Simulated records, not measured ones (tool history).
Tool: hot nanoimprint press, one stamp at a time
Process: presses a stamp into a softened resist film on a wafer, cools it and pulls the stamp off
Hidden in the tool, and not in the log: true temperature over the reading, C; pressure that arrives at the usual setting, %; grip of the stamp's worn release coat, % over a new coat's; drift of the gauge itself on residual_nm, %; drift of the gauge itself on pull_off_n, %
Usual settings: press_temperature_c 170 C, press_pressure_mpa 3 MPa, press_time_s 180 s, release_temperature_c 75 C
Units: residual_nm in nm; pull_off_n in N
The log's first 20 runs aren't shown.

run,hour,press_temperature_c,press_pressure_mpa,press_time_s,release_temperature_c,hours of work since the thermocouple was calibrated,imprints on the stamp's release coat,hours of work since the press's seals were changed,residual_nm,pull_off_n
21,879,177,2.79,180,71,107,73,1019,76.2,160
22,931.3,177,2.2,180,67,132,172,1044,83.9,178
23,967.4,170,3,180,74,149,241,1061,102.7,153
24,996.6,170,3,180,74,163,297,1074,103.7,151
25,1051.9,170,3,116,76,189,402,1101,122.1,148
26,1110,170,3,116,76,217,513,1128,122,152
27,1139.5,170,3,116,76,231,569,1142,123.1,155
28,1188.3,170,3,116,76,254,662,1165,122.1,148
# hour 1216: gauge calibrated
29,1245.1,170,2.77,162,64,281,771,1192,109,189
# hour 1255.8: stamp cleaned and given a new release coat
30,1298.6,170,2.77,162,64,303,81,1214,108.4,194
31,1353.7,170,3.07,141,75,329,186,1240,110.1,156

3 ways to go on from here, each from the tool as it stands after run 31. What would each give?
A,1380.3,170,3.46,166,75,342,237,1253,?,?
B,1380.3,180,2.85,207,75,342,237,1253,?,?
C,1380.3,179,3.07,141,75,342,237,1253,?,?

run,residual_nm,pull_off_n
A,98.3,150
B,59.4,157
C,71.7,159
Without the tool's hidden state the same runs would have given:
run,residual_nm,pull_off_n
A,98,150
B,59.2,157
C,71.5,158
